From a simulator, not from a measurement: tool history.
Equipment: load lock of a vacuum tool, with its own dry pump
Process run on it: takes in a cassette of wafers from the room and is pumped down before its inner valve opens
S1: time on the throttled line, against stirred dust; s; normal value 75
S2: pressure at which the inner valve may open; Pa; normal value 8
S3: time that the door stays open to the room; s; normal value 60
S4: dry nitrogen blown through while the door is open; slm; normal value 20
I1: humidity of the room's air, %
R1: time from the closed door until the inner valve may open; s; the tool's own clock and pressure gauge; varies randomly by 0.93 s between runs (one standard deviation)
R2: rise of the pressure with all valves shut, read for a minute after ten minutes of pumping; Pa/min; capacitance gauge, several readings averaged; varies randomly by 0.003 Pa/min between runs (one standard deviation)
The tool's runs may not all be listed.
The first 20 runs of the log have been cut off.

| run | hour | S1 | S2 | S3 | S4 | I1 | R1 | R2 |
|---|---|---|---|---|---|---|---|---|
|  | 4941.8 | door's seal changed, seat wiped |
| 21 | 5009.2 | 72 | 9 | 183 | 38 | 47.7 | 157.9 | 0.072 |
| 22 | 5187.0 | 75 | 11 | 119 | 26 | 44.2 | 156.6 | 0.061 |
| 23 | 5422.1 | 75 | 8 | 60 | 16 | 43.2 | 160.8 | 0.056 |
| 24 | 5749.0 | 75 | 8 | 60 | 16 | 44.8 | 161.6 | 0.054 |
| 25 | 6075.3 | 50 | 13 | 182 | 8 | 46.2 | 138.8 | 0.144 |
| 26 | 6403.9 | 62 | 16 | 60 | 20 | 47.9 | 143.8 | 0.066 |
| 27 | 6596.3 | 56 | 8 | 65 | 20 | 43.1 | 148.9 | 0.065 |
| 28 | 6947.9 | 56 | 8 | 65 | 20 | 44.3 | 150.9 | 0.080 |
| 29 | 7205.6 | 56 | 8 | 65 | 20 | 41.7 | 151.2 | 0.077 |
| 30 | 7482.5 | 135 | 10 | 48 | 20 | 42.9 | 198.3 | 0.077 |
| 31 | 7657.5 | 135 | 10 | 48 | 17 | 46.8 | 200.7 | 0.090 |
| 32 | 7839.7 | 113 | 8 | 60 | 8 | 43.6 | 190.4 | 0.109 |
| 33 | 8178.5 | 113 | 8 | 60 | 8 | 46.3 | 190.7 | 0.115 |
| 34 | 8357.1 | 47 | 8 | 51 | 29 | 45.5 | 145.4 | 0.094 |
| 35 | 8657.6 | 55 | 8 | 51 | 6 | 44.8 | 151.2 | 0.126 |
| 36 | 8974.9 | 38 | 10 | 77 | 6 | 43.0 | 137.6 | 0.151 |

Here are 3 independent what-if runs from the current tool condition. What would each one return?
| A | 9153.3 | 47 | 13 | 172 | 20 | 43.6 | ? | ? |
| B | 9153.3 | 41 | 10 | 210 | 6 | 45.2 | ? | ? |
| C | 9153.3 | 75 | 8 | 60 | 5 | 43.5 | ? | ? |

| run | R1 | R2 |
|---|---|---|
| A | 140.3 | 0.174 |
| B | 141.2 | 0.230 |
| C | 165.8 | 0.142 |
Stripped of hidden state, with their random variation kept, the same runs would have yielded:
| run | R1 | R2 |
|---|---|---|
| A | 120.2 | 0.089 |
| B | 119.8 | 0.145 |
| C | 146.1 | 0.057 |
